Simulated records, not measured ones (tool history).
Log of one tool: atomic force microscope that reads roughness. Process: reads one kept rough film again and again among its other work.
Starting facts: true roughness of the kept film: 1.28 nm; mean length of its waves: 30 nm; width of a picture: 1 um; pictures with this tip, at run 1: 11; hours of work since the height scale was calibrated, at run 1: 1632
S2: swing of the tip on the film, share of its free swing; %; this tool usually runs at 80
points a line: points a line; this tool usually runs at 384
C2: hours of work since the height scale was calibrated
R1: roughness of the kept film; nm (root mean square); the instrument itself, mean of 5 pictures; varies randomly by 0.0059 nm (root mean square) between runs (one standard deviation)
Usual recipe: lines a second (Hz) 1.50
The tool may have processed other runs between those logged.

run 1 hour=0.0 | lines_a_second_(Hz)=1.50 S2=80 points_a_line=384 | pictures_with_this_tip=11 C2=1632 | R1=1.089
run 2 hour=58.4 | lines_a_second_(Hz)=1.50 S2=80 points_a_line=384 | pictures_with_this_tip=84 C2=1675 | R1=1.054
run 3 hour=88.8 | lines_a_second_(Hz)=1.50 S2=80 points_a_line=384 | pictures_with_this_tip=121 C2=1697 | R1=1.052
run 4 hour=151.0 | lines_a_second_(Hz)=1.50 S2=80 points_a_line=384 | pictures_with_this_tip=198 C2=1743 | R1=1.024
run 5 hour=205.0 | lines_a_second_(Hz)=3.47 S2=80 points_a_line=384 | pictures_with_this_tip=265 C2=1783 | R1=0.848
-- hour=234.6 new tip fitted
run 6 hour=234.6 | lines_a_second_(Hz)=3.47 S2=80 points_a_line=384 | pictures_with_this_tip=0 C2=1805 | R1=0.926
run 7 hour=277.8 | lines_a_second_(Hz)=1.50 S2=80 points_a_line=384 | pictures_with_this_tip=53 C2=1837 | R1=1.060
run 8 hour=329.8 | lines_a_second_(Hz)=1.50 S2=80 points_a_line=384 | pictures_with_this_tip=118 C2=1875 | R1=1.046
run 9 hour=365.3 | lines_a_second_(Hz)=1.50 S2=80 points_a_line=384 | pictures_with_this_tip=162 C2=1901 | R1=1.031
run 10 hour=424.8 | lines_a_second_(Hz)=0.79 S2=80 points_a_line=384 | pictures_with_this_tip=235 C2=1945 | R1=1.074
-- hour=476.7 new tip fitted
run 11 hour=483.5 | lines_a_second_(Hz)=0.79 S2=57 points_a_line=384 | pictures_with_this_tip=8 C2=1988 | R1=1.224
run 12 hour=544.9 | lines_a_second_(Hz)=2.84 S2=80 points_a_line=384 | pictures_with_this_tip=84 C2=2034 | R1=0.940
run 13 hour=594.7 | lines_a_second_(Hz)=1.95 S2=80 points_a_line=384 | pictures_with_this_tip=146 C2=2070 | R1=0.991
run 14 hour=646.2 | lines_a_second_(Hz)=1.95 S2=85 points_a_line=384 | pictures_with_this_tip=210 C2=2109 | R1=0.939
run 15 hour=680.6 | lines_a_second_(Hz)=1.14 S2=60 points_a_line=434 | pictures_with_this_tip=252 C2=2134 | R1=1.117
-- hour=719.6 new tip fitted
run 16 hour=725.6 | lines_a_second_(Hz)=1.50 S2=80 points_a_line=967 | pictures_with_this_tip=7 C2=2167 | R1=1.080
run 17 hour=761.3 | lines_a_second_(Hz)=1.09 S2=61 points_a_line=863 | pictures_with_this_tip=51 C2=2193 | R1=1.199
run 18 hour=795.3 | lines_a_second_(Hz)=1.09 S2=61 points_a_line=863 | pictures_with_this_tip=93 C2=2218 | R1=1.186
run 19 hour=833.7 | lines_a_second_(Hz)=1.09 S2=61 points_a_line=863 | pictures_with_this_tip=141 C2=2247 | R1=1.166
run 20 hour=865.0 | lines_a_second_(Hz)=0.57 S2=60 points_a_line=676 | pictures_with_this_tip=180 C2=2270 | R1=1.172
run 21 hour=910.2 | lines_a_second_(Hz)=1.05 S2=60 points_a_line=676 | pictures_with_this_tip=236 C2=2303 | R1=1.153
-- hour=963.8 new tip fitted
run 22 hour=970.1 | lines_a_second_(Hz)=1.05 S2=60 points_a_line=676 | pictures_with_this_tip=8 C2=2347 | R1=1.211
run 23 hour=1023.9 | lines_a_second_(Hz)=2.27 S2=62 points_a_line=500 | pictures_with_this_tip=75 C2=2387 | R1=1.130
run 24 hour=1060.0 | lines_a_second_(Hz)=1.50 S2=56 points_a_line=382 | pictures_with_this_tip=119 C2=2414 | R1=1.164

Hidden state or all else? Some run-to-run changes of R1, split into what the settings, what came in and random variation would give without the hidden state, and what is left for the hidden state (with any gauge scatter that isn't in both results):
Hidden state at play: radius of the tip, nm; height scale over the true one, %; drift of the gauge itself on roughness_nm, %.
Run 10 -> 11: S2 80 -> 57, new tip fitted. R1 +0.150 nm (root mean square): hidden state +0.080, all else +0.070.
Run 11 -> 12: lines a second (Hz) 0.79 -> 2.84, S2 57 -> 80. R1 -0.284 nm (root mean square): hidden state -0.024, all else -0.260.
Run 14 -> 15: lines a second (Hz) 1.95 -> 1.14, S2 85 -> 60, points a line 384 -> 434. R1 +0.178 nm (root mean square): hidden state -0.023, all else +0.201.
Run 15 -> 16: lines a second (Hz) 1.14 -> 1.50, S2 60 -> 80, points a line 434 -> 967, new tip fitted. R1 -0.037 nm (root mean square): hidden state +0.082, all else -0.119.

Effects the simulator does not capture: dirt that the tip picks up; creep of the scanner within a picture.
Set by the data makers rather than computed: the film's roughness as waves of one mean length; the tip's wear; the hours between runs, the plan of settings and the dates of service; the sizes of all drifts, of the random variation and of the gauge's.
